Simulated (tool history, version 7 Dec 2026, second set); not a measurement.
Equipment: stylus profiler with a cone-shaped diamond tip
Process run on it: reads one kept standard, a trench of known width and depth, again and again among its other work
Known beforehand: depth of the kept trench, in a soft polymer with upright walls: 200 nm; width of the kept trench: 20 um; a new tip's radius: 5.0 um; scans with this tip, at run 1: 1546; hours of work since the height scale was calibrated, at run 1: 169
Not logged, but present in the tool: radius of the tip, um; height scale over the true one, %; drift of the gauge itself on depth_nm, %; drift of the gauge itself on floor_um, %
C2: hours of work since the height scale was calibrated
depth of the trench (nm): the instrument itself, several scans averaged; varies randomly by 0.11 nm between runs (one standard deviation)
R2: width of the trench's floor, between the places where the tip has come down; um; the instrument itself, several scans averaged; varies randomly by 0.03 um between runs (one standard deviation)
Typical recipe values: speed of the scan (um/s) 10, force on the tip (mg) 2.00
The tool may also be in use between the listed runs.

Run 1, hour 0.0: usual settings; scans with this tip 1546; C2 169. Result: depth of the trench (nm) 201.26, R2 16.98 um.
Run 2, hour 11.9: usual settings; scans with this tip 1611; C2 176. Result: depth of the trench (nm) 201.24, R2 16.93 um.
Run 3, hour 27.2: usual settings; scans with this tip 1696; C2 185. Result: depth of the trench (nm) 201.31, R2 17.00 um.
Run 4, hour 42.9: usual settings but speed of the scan (um/s) 4; scans with this tip 1783; C2 195. Result: depth of the trench (nm) 201.17, R2 16.95 um.
Run 5, hour 54.5: usual settings but speed of the scan (um/s) 4, force on the tip (mg) 4.24; scans with this tip 1847; C2 202. Result: depth of the trench (nm) 201.91, R2 17.03 um.
Run 6, hour 62.9: usual settings but speed of the scan (um/s) 3; scans with this tip 1893; C2 207. Result: depth of the trench (nm) 201.13, R2 17.00 um.
Run 7, hour 80.5: usual settings but speed of the scan (um/s) 18; scans with this tip 1991; C2 217. Result: depth of the trench (nm) 200.82, R2 16.94 um.
Run 8, hour 90.6: usual settings but speed of the scan (um/s) 18; scans with this tip 2047; C2 224. Result: depth of the trench (nm) 201.47, R2 16.91 um.
Run 9, hour 108.2: usual settings but speed of the scan (um/s) 18; scans with this tip 2144; C2 234. Result: depth of the trench (nm) 201.27, R2 16.91 um.
Run 10, hour 118.8: usual settings but force on the tip (mg) 3.68; scans with this tip 2202; C2 241. Result: depth of the trench (nm) 201.68, R2 16.91 um.
Run 11, hour 136.4: usual settings but speed of the scan (um/s) 8, force on the tip (mg) 1.11; scans with this tip 2300; C2 251. Result: depth of the trench (nm) 200.84, R2 16.93 um.
Run 12, hour 155.3: usual settings but speed of the scan (um/s) 26, force on the tip (mg) 3.69; scans with this tip 2405; C2 263. Result: depth of the trench (nm) 201.81, R2 16.87 um.
Run 13, hour 164.4: usual settings but speed of the scan (um/s) 3, force on the tip (mg) 1.47; scans with this tip 2455; C2 268. Result: depth of the trench (nm) 201.05, R2 16.91 um.
Run 14, hour 173.2: usual settings but speed of the scan (um/s) 3, force on the tip (mg) 1.31; scans with this tip 2503; C2 273. Result: depth of the trench (nm) 200.99, R2 16.96 um.
Run 15, hour 190.8: usual settings but speed of the scan (um/s) 13, force on the tip (mg) 4.66; scans with this tip 2601; C2 284. Result: depth of the trench (nm) 202.01, R2 16.91 um.

Run 16 comes next. What will it give?
Run 16, hour 206.2: usual settings but speed of the scan (um/s) 21, force on the tip (mg) 0.88; scans with this tip 2686; C2 293. Result: depth of the trench (nm) ?, R2 ?.

{"run 16": {"depth of the trench (nm)": 200.52, "R2": 16.8}}
The same run, on a tool lacking any hidden state, would have yielded depth of the trench (nm) 200.33, R2 17.04 um.

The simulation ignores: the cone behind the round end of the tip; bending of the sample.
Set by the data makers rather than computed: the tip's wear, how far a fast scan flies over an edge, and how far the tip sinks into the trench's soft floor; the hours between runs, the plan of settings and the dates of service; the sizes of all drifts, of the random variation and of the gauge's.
